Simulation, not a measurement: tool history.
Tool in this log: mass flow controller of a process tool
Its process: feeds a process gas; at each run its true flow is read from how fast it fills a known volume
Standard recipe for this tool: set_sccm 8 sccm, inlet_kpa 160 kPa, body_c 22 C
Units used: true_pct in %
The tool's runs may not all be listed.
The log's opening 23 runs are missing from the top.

run 24 hour=7288.5 | set_sccm=2 inlet_kpa=187 body_c=32 | true_pct=100.32
run 25 hour=7646.2 | set_sccm=2 inlet_kpa=187 body_c=32 | true_pct=100.45
run 26 hour=7854.4 | set_sccm=4 inlet_kpa=153 body_c=32 | true_pct=100.3
run 27 hour=8242.1 | set_sccm=3 inlet_kpa=160 body_c=33 | true_pct=100.22
run 28 hour=8452.3 | set_sccm=8 inlet_kpa=190 body_c=22 | true_pct=101
run 29 hour=8691 | set_sccm=8 inlet_kpa=234 body_c=30 | true_pct=100.91
run 30 hour=8999.1 | set_sccm=8 inlet_kpa=234 body_c=30 | true_pct=101.01
run 31 hour=9321 | set_sccm=8 inlet_kpa=257 body_c=22 | true_pct=101.43
run 32 hour=9583.4 | set_sccm=8 inlet_kpa=257 body_c=22 | true_pct=101.46

5 options for the next run, each taken on its own from the tool as it stands now. Forecast them:
run A hour=9977.1 | set_sccm=6 inlet_kpa=269 body_c=22 | true_pct=?
run B hour=9977.1 | set_sccm=8 inlet_kpa=164 body_c=24 | true_pct=?
run C hour=9977.1 | set_sccm=4 inlet_kpa=256 body_c=26 | true_pct=?
run D hour=9977.1 | set_sccm=3 inlet_kpa=208 body_c=33 | true_pct=?
run E hour=9977.1 | set_sccm=8 inlet_kpa=152 body_c=22 | true_pct=?

run=A true_pct=101.41
run=B true_pct=101.06
run=C true_pct=101.31
run=D true_pct=100.69
run=E true_pct=101.14
With the hidden condition removed and each run's random variation left untouched, the same runs would have given:
run=A true_pct=99.89
run=B true_pct=99.55
run=C true_pct=99.79
run=D true_pct=99.18
run=E true_pct=99.64
